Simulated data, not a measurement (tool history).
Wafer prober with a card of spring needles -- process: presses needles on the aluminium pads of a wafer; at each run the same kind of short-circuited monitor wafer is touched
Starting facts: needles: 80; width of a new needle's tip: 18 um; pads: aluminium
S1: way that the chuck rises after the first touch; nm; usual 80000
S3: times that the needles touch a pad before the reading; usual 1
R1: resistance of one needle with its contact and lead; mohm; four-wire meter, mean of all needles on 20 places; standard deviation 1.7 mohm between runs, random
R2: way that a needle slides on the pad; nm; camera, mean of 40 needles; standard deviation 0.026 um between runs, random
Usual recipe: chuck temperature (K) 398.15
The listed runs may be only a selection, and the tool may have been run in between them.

run 1 hour=0.0 | S1=80000 chuck_temperature_(K)=398.15 S3=1 | R1=173 R2=16100
-- hour=9.5 tips cleaned on abrasive film
-- hour=20.0 tips cleaned on abrasive film
run 2 hour=21.9 | S1=80000 chuck_temperature_(K)=398.15 S3=1 | R1=172 R2=16040
-- hour=31.0 tips cleaned on abrasive film
-- hour=41.1 tips cleaned on abrasive film
run 3 hour=43.5 | S1=80000 chuck_temperature_(K)=398.15 S3=1 | R1=175 R2=16020
-- hour=52.9 tips cleaned on abrasive film
-- hour=62.5 tips cleaned on abrasive film
run 4 hour=71.6 | S1=80000 chuck_temperature_(K)=398.15 S3=1 | R1=172 R2=15990
-- hour=74.0 tips cleaned on abrasive film
-- hour=83.5 tips cleaned on abrasive film
run 5 hour=84.0 | S1=66000 chuck_temperature_(K)=398.15 S3=1 | R1=177 R2=13240
-- hour=93.4 tips cleaned on abrasive film
run 6 hour=96.3 | S1=66000 chuck_temperature_(K)=398.15 S3=1 | R1=177 R2=13240
-- hour=103.8 tips cleaned on abrasive film
-- hour=114.7 tips cleaned on abrasive film
run 7 hour=122.2 | S1=61000 chuck_temperature_(K)=305.15 S3=1 | R1=162 R2=12260
-- hour=124.3 tips cleaned on abrasive film
-- hour=135.7 tips cleaned on abrasive film
-- hour=146.5 tips cleaned on abrasive film
run 8 hour=148.6 | S1=82000 chuck_temperature_(K)=335.15 S3=1 | R1=161 R2=16400
-- hour=157.0 tips cleaned on abrasive film
-- hour=167.8 tips cleaned on abrasive film
run 9 hour=174.7 | S1=80000 chuck_temperature_(K)=322.15 S3=1 | R1=161 R2=16020
-- hour=177.0 height of the first contact set anew
-- hour=178.9 tips cleaned on abrasive film
-- hour=189.5 tips cleaned on abrasive film
run 10 hour=194.5 | S1=80000 chuck_temperature_(K)=299.15 S3=1 | R1=156 R2=15990
-- hour=200.3 tips cleaned on abrasive film
-- hour=210.2 tips cleaned on abrasive film
run 11 hour=210.2 | S1=80000 chuck_temperature_(K)=299.15 S3=1 | R1=153 R2=16010
-- hour=220.7 tips cleaned on abrasive film
-- hour=230.9 tips cleaned on abrasive film
run 12 hour=235.2 | S1=80000 chuck_temperature_(K)=299.15 S3=1 | R1=156 R2=15990

Forecast each of these 4 alternatives for the next run:
-- hour=240.4 tips cleaned on abrasive film
run A hour=247.3 | S1=64000 chuck_temperature_(K)=370.15 S3=1 | R1=? R2=?
-- hour=240.4 tips cleaned on abrasive film
run B hour=247.3 | S1=68000 chuck_temperature_(K)=299.15 S3=2 | R1=? R2=?
-- hour=240.4 tips cleaned on abrasive film
run C hour=247.3 | S1=98000 chuck_temperature_(K)=326.15 S3=2 | R1=? R2=?
-- hour=240.4 tips cleaned on abrasive film
run D hour=247.3 | S1=83000 chuck_temperature_(K)=347.15 S3=2 | R1=? R2=?

run=A R1=174 R2=12780
run=B R1=157 R2=13590
run=C R1=158 R2=19580
run=D R1=164 R2=16560
Had the tool no hidden state, the same runs would have come out as:
run=A R1=173 R2=12840
run=B R1=156 R2=13650
run=C R1=158 R2=19670
run=D R1=164 R2=16630

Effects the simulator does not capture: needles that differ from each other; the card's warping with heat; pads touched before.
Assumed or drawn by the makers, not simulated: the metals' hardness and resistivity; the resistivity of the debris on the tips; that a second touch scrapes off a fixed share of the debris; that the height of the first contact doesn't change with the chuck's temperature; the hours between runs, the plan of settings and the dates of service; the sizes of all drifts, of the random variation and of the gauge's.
